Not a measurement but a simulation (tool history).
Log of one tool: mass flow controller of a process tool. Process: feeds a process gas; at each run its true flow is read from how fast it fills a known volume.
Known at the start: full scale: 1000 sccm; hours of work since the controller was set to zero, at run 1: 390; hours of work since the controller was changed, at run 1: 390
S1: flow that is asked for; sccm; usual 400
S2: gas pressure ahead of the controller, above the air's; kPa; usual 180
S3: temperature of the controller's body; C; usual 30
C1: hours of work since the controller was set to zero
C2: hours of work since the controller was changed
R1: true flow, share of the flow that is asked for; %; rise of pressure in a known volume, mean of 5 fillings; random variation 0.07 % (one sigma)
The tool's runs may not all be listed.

Run 1, hour 0: usual settings; C1 390; C2 390. Result: R1 98.11 %.
Run 2, hour 38.3: usual settings; C1 406; C2 406. Result: R1 98.34 %.
Run 3, hour 100.3: usual settings; C1 431; C2 431. Result: R1 98.36 %.
Run 4, hour 150: usual settings; C1 452; C2 452. Result: R1 98.32 %.
Run 5, hour 227.1: usual settings; C1 483; C2 483. Result: R1 98.42 %.
Run 6, hour 276.2: usual settings; C1 504; C2 504. Result: R1 98.37 %.
Run 7, hour 311.4: usual settings but S1 462 sccm; C1 518; C2 518. Result: R1 98.51 %.
Run 8, hour 357.1: usual settings but S1 456 sccm; C1 537; C2 537. Result: R1 98.45 %.
Run 9, hour 427.5: usual settings; C1 566; C2 566. Result: R1 98.53 %.
Run 10, hour 499.2: usual settings; C1 595; C2 595. Result: R1 98.55 %.
Run 11, hour 572.5: usual settings; C1 625; C2 625. Result: R1 98.7 %.
Run 12, hour 651.9: usual settings but S3 33 C; C1 658; C2 658. Result: R1 98.27 %.
Run 13, hour 713.8: usual settings but S3 33 C; C1 684; C2 684. Result: R1 98.39 %.
Run 14, hour 786.1: usual settings but S3 33 C; C1 713; C2 713. Result: R1 98.32 %.
Run 15, hour 844.8: usual settings; C1 738; C2 738. Result: R1 98.74 %.
Run 16, hour 904.5: usual settings but S3 25 C; C1 762; C2 762. Result: R1 99.33 %.
Run 17, hour 969.6: usual settings but S3 25 C; C1 789; C2 789. Result: R1 99.17 %.
At hour 977.6: controller's zero set anew.
Run 18, hour 1003.9: usual settings but S1 195 sccm; C1 11; C2 803. Result: R1 99.42 %.
Run 19, hour 1053.9: usual settings but S1 794 sccm, S2 151 kPa, S3 35 C; C1 31; C2 823. Result: R1 99.39 %.
Run 20, hour 1090.6: usual settings but S1 794 sccm, S2 151 kPa, S3 35 C; C1 47; C2 838. Result: R1 99.37 %.
Run 21, hour 1125.2: usual settings but S1 794 sccm, S2 151 kPa, S3 35 C; C1 61; C2 853. Result: R1 99.42 %.
Run 22, hour 1173: usual settings but S1 794 sccm, S2 151 kPa, S3 35 C; C1 80; C2 872. Result: R1 99.43 %.
Run 23, hour 1248: usual settings but S1 794 sccm, S2 151 kPa, S3 35 C; C1 111; C2 903. Result: R1 99.43 %.
At hour 1282: controller's zero set anew, once more.
Run 24, hour 1312.2: usual settings but S1 173 sccm, S2 276 kPa, S3 21 C; C1 12; C2 929. Result: R1 98.47 %.
Run 25, hour 1365.9: usual settings but S1 561 sccm, S2 161 kPa, S3 31 C; C1 35; C2 952. Result: R1 98.81 %.
Run 26, hour 1436.1: usual settings but S1 561 sccm, S2 161 kPa, S3 31 C; C1 63; C2 980. Result: R1 98.82 %.
Run 27, hour 1490.9: usual settings but S1 122 sccm; C1 86; C2 1003. Result: R1 97.9 %.
Run 28, hour 1559.1: usual settings but S1 122 sccm; C1 114; C2 1031. Result: R1 98.18 %.
Run 29, hour 1615.2: usual settings but S1 160 sccm, S2 245 kPa, S3 29 C; C1 137; C2 1054. Result: R1 98.12 %.
Run 30, hour 1675.1: usual settings but S1 294 sccm, S2 266 kPa, S3 35 C; C1 162; C2 1079. Result: R1 97.9 %.
Run 31, hour 1730.9: usual settings but S1 132 sccm, S2 258 kPa, S3 27 C; C1 185; C2 1102. Result: R1 98.32 %.
Run 32, hour 1794: usual settings but S1 132 sccm, S2 258 kPa, S3 27 C; C1 211; C2 1128. Result: R1 98.33 %.
Run 33, hour 1865.1: usual settings but S1 266 sccm, S2 156 kPa, S3 25 C; C1 240; C2 1157. Result: R1 98.9 %.
Run 34, hour 1899.2: usual settings but S1 388 sccm, S2 156 kPa, S3 21 C; C1 254; C2 1171. Result: R1 99.53 %.

How the hidden state differs across the entries between the runs, from the last listed run before each to the first after it:
Between runs 17 and 18: controller's zero set anew (hour 977.6)
  flow at rest that the sensor doesn't see, % of full scale: 0.21 -> 0.342; true flow over the shown one, %: 0.46 -> 0.48
  measured less the result without the state, R1: +0.99 -> +2.23 %
Between runs 23 and 24: controller's zero set anew, once more (hour 1282)
  flow at rest that the sensor doesn't see, % of full scale: 0.362 -> 0.028; true flow over the shown one, %: 0.54 -> 0.56
  measured less the result without the state, R1: +1 -> +0.73 %
